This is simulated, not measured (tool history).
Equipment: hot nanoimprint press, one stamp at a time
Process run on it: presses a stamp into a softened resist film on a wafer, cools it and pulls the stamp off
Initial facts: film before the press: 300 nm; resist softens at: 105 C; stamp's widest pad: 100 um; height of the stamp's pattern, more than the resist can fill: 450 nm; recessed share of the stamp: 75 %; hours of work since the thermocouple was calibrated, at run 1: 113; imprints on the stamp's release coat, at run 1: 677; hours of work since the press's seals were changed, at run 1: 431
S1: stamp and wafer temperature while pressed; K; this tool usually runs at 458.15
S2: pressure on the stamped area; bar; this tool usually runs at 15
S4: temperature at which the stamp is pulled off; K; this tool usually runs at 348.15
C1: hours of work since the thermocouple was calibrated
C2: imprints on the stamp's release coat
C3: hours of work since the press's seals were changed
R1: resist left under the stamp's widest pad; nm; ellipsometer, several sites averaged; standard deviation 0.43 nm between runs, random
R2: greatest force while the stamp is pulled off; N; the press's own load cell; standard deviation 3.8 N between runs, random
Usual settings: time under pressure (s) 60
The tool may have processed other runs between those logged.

{"run": 1, "day": 0.0, "S1": 458.15, "S2": 15, "time under pressure (s)": 60, "S4": 348.15, "C1": 113, "C2": 677, "C3": 431, "R1": 113.2, "R2": 223}
{"run": 2, "day": 3.1, "S1": 458.15, "S2": 10.5, "time under pressure (s)": 60, "S4": 348.15, "C1": 152, "C2": 912, "C3": 470, "R1": 136, "R2": 236}
{"run": 3, "day": 5.388, "S1": 458.15, "S2": 10.5, "time under pressure (s)": 60, "S4": 348.15, "C1": 181, "C2": 1086, "C3": 499, "R1": 136.5, "R2": 248}
{"run": 4, "day": 7.562, "S1": 458.15, "S2": 14.9, "time under pressure (s)": 60, "S4": 348.15, "C1": 209, "C2": 1251, "C3": 527, "R1": 114.2, "R2": 258}
{"run": 5, "day": 10.888, "S1": 458.15, "S2": 14.9, "time under pressure (s)": 60, "S4": 348.15, "C1": 251, "C2": 1503, "C3": 569, "R1": 115.8, "R2": 258}
{"run": 6, "day": 12.85, "S1": 458.15, "S2": 15, "time under pressure (s)": 60, "S4": 348.15, "C1": 276, "C2": 1652, "C3": 594, "R1": 117, "R2": 267}
{"day": 13.762, "done": "stamp cleaned and given a new release coat"}
{"day": 15.25, "done": "plate thermocouple calibrated"}
{"run": 7, "day": 15.25, "S1": 458.15, "S2": 15, "time under pressure (s)": 60, "S4": 348.15, "C1": 0, "C2": 104, "C3": 620, "R1": 118.5, "R2": 193}
{"run": 8, "day": 17.575, "S1": 458.15, "S2": 12.8, "time under pressure (s)": 60, "S4": 348.15, "C1": 29, "C2": 280, "C3": 649, "R1": 129.1, "R2": 198}
{"run": 9, "day": 21.238, "S1": 458.15, "S2": 15, "time under pressure (s)": 60, "S4": 348.15, "C1": 76, "C2": 558, "C3": 695, "R1": 120.1, "R2": 223}
{"run": 10, "day": 25.062, "S1": 458.15, "S2": 15, "time under pressure (s)": 60, "S4": 348.15, "C1": 124, "C2": 848, "C3": 744, "R1": 122.1, "R2": 238}
{"run": 11, "day": 28.125, "S1": 458.15, "S2": 15, "time under pressure (s)": 60, "S4": 348.15, "C1": 163, "C2": 1080, "C3": 783, "R1": 122.1, "R2": 243}
{"run": 12, "day": 31.483, "S1": 458.15, "S2": 15, "time under pressure (s)": 46, "S4": 348.15, "C1": 205, "C2": 1335, "C3": 825, "R1": 136.1, "R2": 265}
{"day": 34.154, "done": "plate thermocouple calibrated, once more"}
{"run": 13, "day": 35.529, "S1": 458.15, "S2": 15, "time under pressure (s)": 46, "S4": 348.15, "C1": 17, "C2": 1632, "C3": 875, "R1": 126.7, "R2": 284}
{"day": 36.683, "done": "stamp cleaned and given a new release coat"}
{"run": 14, "day": 39.996, "S1": 458.15, "S2": 15, "time under pressure (s)": 46, "S4": 348.15, "C1": 71, "C2": 251, "C3": 928, "R1": 127.6, "R2": 203}
{"run": 15, "day": 42.692, "S1": 458.15, "S2": 15, "time under pressure (s)": 46, "S4": 348.15, "C1": 105, "C2": 455, "C3": 962, "R1": 127.8, "R2": 207}
{"run": 16, "day": 44.708, "S1": 453.15, "S2": 13.1, "time under pressure (s)": 108, "S4": 339.15, "C1": 130, "C2": 608, "C3": 988, "R1": 119.4, "R2": 245}
{"run": 17, "day": 48.858, "S1": 449.15, "S2": 15, "time under pressure (s)": 35, "S4": 348.15, "C1": 183, "C2": 923, "C3": 1040, "R1": 187.1, "R2": 237}
{"run": 18, "day": 51.217, "S1": 449.15, "S2": 15, "time under pressure (s)": 35, "S4": 348.15, "C1": 213, "C2": 1102, "C3": 1070, "R1": 188.1, "R2": 248}
{"run": 19, "day": 53.15, "S1": 469.15, "S2": 10.6, "time under pressure (s)": 60, "S4": 342.15, "C1": 237, "C2": 1249, "C3": 1095, "R1": 99.5, "R2": 273}

What does the tool deliver on the next run?
{"run": 20, "day": 56.55, "S1": 469.15, "S2": 10.6, "time under pressure (s)": 60, "S4": 342.15, "C1": 280, "C2": 1507, "C3": 1138, "R1": "?", "R2": "?"}

R1: 101.2 nm
R2: 287 N
With no hidden state in the tool, this same run would have given R1 95.2 nm, R2 197 N.

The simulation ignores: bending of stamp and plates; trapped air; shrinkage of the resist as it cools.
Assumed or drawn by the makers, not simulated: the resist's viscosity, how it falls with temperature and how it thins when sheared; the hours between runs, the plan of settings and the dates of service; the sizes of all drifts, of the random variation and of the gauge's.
